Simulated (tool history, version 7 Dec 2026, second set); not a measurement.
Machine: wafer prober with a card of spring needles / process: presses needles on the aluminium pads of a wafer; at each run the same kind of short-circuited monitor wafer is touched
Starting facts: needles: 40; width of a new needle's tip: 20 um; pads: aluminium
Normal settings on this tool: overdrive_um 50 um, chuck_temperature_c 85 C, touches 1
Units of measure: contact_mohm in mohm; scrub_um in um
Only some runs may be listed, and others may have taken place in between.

Run 1, hour 0: usual settings. Result: contact_mohm 275 mohm, scrub_um 11.76 um.
Run 2, hour 8.9: usual settings. Result: contact_mohm 295 mohm, scrub_um 11.77 um.
At hour 9.5: tips cleaned on abrasive film.
Run 3, hour 17.7: usual settings. Result: contact_mohm 306 mohm, scrub_um 11.75 um.
At hour 21.9: tips cleaned on abrasive film.
Run 4, hour 25.3: usual settings. Result: contact_mohm 278 mohm, scrub_um 11.73 um.
Run 5, hour 31.7: usual settings. Result: contact_mohm 297 mohm, scrub_um 11.72 um.
At hour 34.7: tips cleaned on abrasive film.
Run 6, hour 37.7: usual settings. Result: contact_mohm 273 mohm, scrub_um 11.77 um.
At hour 38.4: tips cleaned on abrasive film, once more.
Run 7, hour 45.6: usual settings. Result: contact_mohm 292 mohm, scrub_um 11.69 um.
At hour 50.6: tips cleaned on abrasive film.
Run 8, hour 54.4: usual settings. Result: contact_mohm 276 mohm, scrub_um 11.71 um.
Run 9, hour 59.7: usual settings. Result: contact_mohm 290 mohm, scrub_um 11.7 um.
At hour 63.3: tips cleaned on abrasive film.
Run 10, hour 67.4: usual settings. Result: contact_mohm 280 mohm, scrub_um 11.67 um.
At hour 76: tips cleaned on abrasive film.
Run 11, hour 76: usual settings. Result: contact_mohm 250 mohm, scrub_um 11.69 um.
Run 12, hour 81.1: usual settings but overdrive_um 40 um. Result: contact_mohm 299 mohm, scrub_um 9.27 um.
At hour 88.8: tips cleaned on abrasive film.
Run 13, hour 89.1: usual settings but overdrive_um 40 um. Result: contact_mohm 262 mohm, scrub_um 9.29 um.
Run 14, hour 96.8: usual settings but overdrive_um 40 um. Result: contact_mohm 316 mohm, scrub_um 9.29 um.
At hour 101.6: tips cleaned on abrasive film.
Run 15, hour 107.1: usual settings but overdrive_um 61 um. Result: contact_mohm 273 mohm, scrub_um 14.26 um.
At hour 114.2: tips cleaned on abrasive film.
Run 16, hour 114.2: usual settings but overdrive_um 61 um. Result: contact_mohm 246 mohm, scrub_um 14.25 um.
Run 17, hour 119.6: usual settings. Result: contact_mohm 285 mohm, scrub_um 11.68 um.
Run 18, hour 124.9: usual settings. Result: contact_mohm 301 mohm, scrub_um 11.66 um.
At hour 127.1: tips cleaned on abrasive film.
Run 19, hour 134.1: usual settings but overdrive_um 55 um. Result: contact_mohm 277 mohm, scrub_um 12.85 um.
At hour 140: tips cleaned on abrasive film.
Run 20, hour 143.5: usual settings but overdrive_um 39 um. Result: contact_mohm 299 mohm, scrub_um 9.02 um.
At hour 152.9: tips cleaned on abrasive film.
Run 21, hour 154.1: usual settings but overdrive_um 39 um. Result: contact_mohm 276 mohm, scrub_um 9.02 um.
Run 22, hour 163.6: usual settings but overdrive_um 39 um. Result: contact_mohm 326 mohm, scrub_um 9.09 um.
At hour 165.2: tips cleaned on abrasive film.
Run 23, hour 173.9: usual settings but chuck_temperature_c 68 C, touches 3. Result: contact_mohm 260 mohm, scrub_um 11.61 um.
At hour 177.5: tips cleaned on abrasive film.
Run 24, hour 181.2: usual settings but overdrive_um 69 um, chuck_temperature_c 68 C, touches 2. Result: contact_mohm 247 mohm, scrub_um 16.2 um.
Run 25, hour 188.3: usual settings but overdrive_um 69 um, chuck_temperature_c 68 C, touches 2. Result: contact_mohm 254 mohm, scrub_um 16.25 um.
At hour 190: tips cleaned on abrasive film.
Run 26, hour 198.1: usual settings but overdrive_um 47 um, chuck_temperature_c 37 C, touches 2. Result: contact_mohm 270 mohm, scrub_um 10.87 um.
At hour 202.7: tips cleaned on abrasive film.
Run 27, hour 206.6: usual settings but chuck_temperature_c 27 C, touches 3. Result: contact_mohm 240 mohm, scrub_um 11.53 um.
At hour 215.2: tips cleaned on abrasive film.
Run 28, hour 215.2: usual settings but chuck_temperature_c 27 C, touches 3. Result: contact_mohm 231 mohm, scrub_um 11.54 um.
Run 29, hour 219.8: usual settings but chuck_temperature_c 27 C, touches 3. Result: contact_mohm 243 mohm, scrub_um 11.52 um.
Run 30, hour 225.7: usual settings but overdrive_um 32 um. Result: contact_mohm 368 mohm, scrub_um 7.23 um.
At hour 227.9: tips cleaned on abrasive film.
Run 31, hour 232.8: usual settings but overdrive_um 40 um, chuck_temperature_c 54 C, touches 2. Result: contact_mohm 276 mohm, scrub_um 9.18 um.
At hour 240.2: tips cleaned on abrasive film.
Run 32, hour 242.6: usual settings but chuck_temperature_c 62 C, touches 2. Result: contact_mohm 260 mohm, scrub_um 11.56 um.
At hour 252.4: tips cleaned on abrasive film.
Run 33, hour 252.7: usual settings but chuck_temperature_c 62 C, touches 2. Result: contact_mohm 247 mohm, scrub_um 11.52 um.
Run 34, hour 257.4: usual settings but overdrive_um 32 um, chuck_temperature_c 43 C. Result: contact_mohm 325 mohm, scrub_um 7.2 um.
At hour 264.8: tips cleaned on abrasive film.
Run 35, hour 265.8: usual settings but overdrive_um 54 um, chuck_temperature_c 87 C, touches 2. Result: contact_mohm 254 mohm, scrub_um 12.46 um.

A few steps of contact_mohm between consecutive runs. Split each: what settings, incoming material and random variation would produce without the hidden state, and what is left over for the hidden state, along with gauge scatter present in only one of the two compared results (measured, and without hidden state):
Hidden state at play: debris on the tips, nm; way that the needles fall short of the set height, um; tips' diameter, um; drift of the gauge itself on contact_mohm, %; drift of the gauge itself on scrub_um, %.
Run 29 -> 30: overdrive_um 50 -> 32, chuck_temperature_c 27 -> 85, touches 3 -> 1. contact_mohm +125 mohm: hidden state +99, all else +26.
Run 30 -> 31: overdrive_um 32 -> 40, chuck_temperature_c 85 -> 54, touches 1 -> 2, tips cleaned on abrasive film. contact_mohm -92 mohm: hidden state -80, all else -12.
Run 33 -> 34: overdrive_um 50 -> 32, chuck_temperature_c 62 -> 43, touches 2 -> 1. contact_mohm +78 mohm: hidden state +79, all else -1.
